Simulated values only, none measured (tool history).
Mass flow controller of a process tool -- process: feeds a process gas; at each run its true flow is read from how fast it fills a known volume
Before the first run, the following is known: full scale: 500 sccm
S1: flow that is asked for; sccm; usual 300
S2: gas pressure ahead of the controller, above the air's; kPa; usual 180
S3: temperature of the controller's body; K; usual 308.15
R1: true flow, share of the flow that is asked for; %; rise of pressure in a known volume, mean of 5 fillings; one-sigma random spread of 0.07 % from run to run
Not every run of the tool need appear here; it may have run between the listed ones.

run 1 hour=0 | S1=300 S2=180 S3=308.15 | R1=99.85
run 2 hour=244 | S1=300 S2=180 S3=308.15 | R1=100.01
run 3 hour=743.8 | S1=300 S2=180 S3=308.15 | R1=100.11
run 4 hour=1156 | S1=300 S2=180 S3=308.15 | R1=100.39
run 5 hour=1503.7 | S1=300 S2=180 S3=308.15 | R1=100.59
run 6 hour=1798.2 | S1=300 S2=180 S3=308.15 | R1=100.68
run 7 hour=2275 | S1=300 S2=178 S3=308.15 | R1=100.86
run 8 hour=2779.8 | S1=300 S2=178 S3=308.15 | R1=100.98
run 9 hour=3219.4 | S1=300 S2=178 S3=308.15 | R1=101.27
run 10 hour=3551.3 | S1=300 S2=178 S3=308.15 | R1=101.25
run 11 hour=3828.6 | S1=85 S2=239 S3=308.15 | R1=103.51
run 12 hour=4053.2 | S1=85 S2=180 S3=311.15 | R1=103.35
run 13 hour=4346.6 | S1=85 S2=214 S3=295.15 | R1=105.29
run 14 hour=4765.9 | S1=85 S2=214 S3=295.15 | R1=105.66
run 15 hour=4990.5 | S1=86 S2=268 S3=311.15 | R1=104.49
run 16 hour=5457.2 | S1=86 S2=268 S3=311.15 | R1=104.76
-- hour=5850.1 controller exchanged for a calibrated one
run 17 hour=6010.9 | S1=145 S2=268 S3=311.15 | R1=97.19
run 18 hour=6302.2 | S1=426 S2=268 S3=295.15 | R1=100.25
run 19 hour=6689.7 | S1=426 S2=268 S3=295.15 | R1=100.25
run 20 hour=7032.6 | S1=426 S2=268 S3=295.15 | R1=100.39

Forecast each of these 3 alternatives for the next run:
run A hour=7497.3 | S1=426 S2=268 S3=299.15 | R1=?
run B hour=7497.3 | S1=160 S2=217 S3=308.15 | R1=?
run C hour=7497.3 | S1=152 S2=259 S3=299.15 | R1=?

run=A R1=100.21
run=B R1=98.35
run=C R1=99.31
With the hidden condition removed and each run's random variation left untouched, the same runs would have given:
run=A R1=99.82
run=B R1=97.47
run=C R1=98.39

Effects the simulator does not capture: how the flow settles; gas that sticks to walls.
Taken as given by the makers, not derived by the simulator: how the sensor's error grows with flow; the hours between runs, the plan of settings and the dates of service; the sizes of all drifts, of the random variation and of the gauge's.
